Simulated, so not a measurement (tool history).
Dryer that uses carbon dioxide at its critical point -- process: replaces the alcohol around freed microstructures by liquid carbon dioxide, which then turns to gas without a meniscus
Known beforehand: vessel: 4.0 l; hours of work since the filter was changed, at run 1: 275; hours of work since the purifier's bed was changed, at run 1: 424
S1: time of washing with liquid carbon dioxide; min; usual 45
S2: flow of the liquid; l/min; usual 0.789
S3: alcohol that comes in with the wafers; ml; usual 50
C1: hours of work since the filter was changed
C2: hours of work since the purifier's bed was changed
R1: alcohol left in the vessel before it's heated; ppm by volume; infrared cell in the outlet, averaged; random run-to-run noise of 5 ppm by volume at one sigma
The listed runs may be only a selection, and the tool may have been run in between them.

run,hour,S1,S2,S3,C1,C2,R1
1,0,45,0.789,50,275,424,167
2,26.9,30,0.789,50,292,441,295
3,54.6,30,0.789,50,309,459,308
4,85.2,68,0.789,50,329,478,165
5,119,68,0.789,50,350,500,172
# hour 125.2: purifier's bed changed
6,144.7,45,0.789,50,365,12,22
7,167.5,45,0.789,50,379,27,22
8,192.5,45,0.789,50,395,43,37
9,233,45,0.806,50,421,68,40
10,254.5,45,0.806,50,434,82,49
11,291.4,45,0.806,50,458,106,51
12,316,45,0.806,50,474,121,63
13,334.3,45,0.806,50,485,133,74
14,375.6,45,0.806,50,511,159,72
15,399.8,45,0.806,50,527,174,88
16,440.9,45,0.806,50,553,201,103
# hour 458.2: inlet filter changed
17,473.6,45,0.806,50,10,221,87
18,500.3,45,0.789,50,27,238,92
19,538.6,45,0.789,50,51,262,109
20,566.7,45,0.789,50,69,280,109
21,603.3,45,0.789,22,92,303,112
22,636.8,45,0.789,22,113,324,119
23,678.7,39,0.789,48,140,351,146
24,699.5,45,0.667,112,153,364,191
25,741.9,45,0.667,112,180,391,227
26,766.4,28,0.741,78,196,407,470
27,805.2,50,0.528,35,221,431,207
28,833.8,35,1.306,50,239,450,155
29,862.3,35,1.306,50,257,468,166
30,894.9,45,0.789,24,277,488,182
# hour 920.4: purifier's bed changed
31,930.7,39,0.956,50,298,7,14
32,973.2,55,0.956,73,325,34,8
33,996,36,0.643,56,340,48,212
34,1024,63,1.026,89,358,66,29
35,1051.8,43,1.088,50,375,84,27
36,1076.8,68,0.626,71,391,99,49
37,1107.4,70,0.662,118,411,119,52
38,1132.9,50,0.724,59,427,135,72
39,1172,50,1.238,59,452,160,53
40,1191.3,30,0.789,23,464,172,145

5 options for the next run, each taken on its own from the tool as it stands now. Forecast them:
A,1235.1,34,0.497,50,492,200,?
B,1235.1,68,0.789,50,492,200,?
C,1235.1,46,0.731,23,492,200,?
D,1235.1,30,0.789,23,492,200,?
E,1235.1,33,1.05,50,492,200,?

run,R1
A,743
B,70
C,88
D,153
E,107
With no hidden state in the tool, these same runs would have given:
run,R1
A,386
B,2
C,8
D,37
E,24
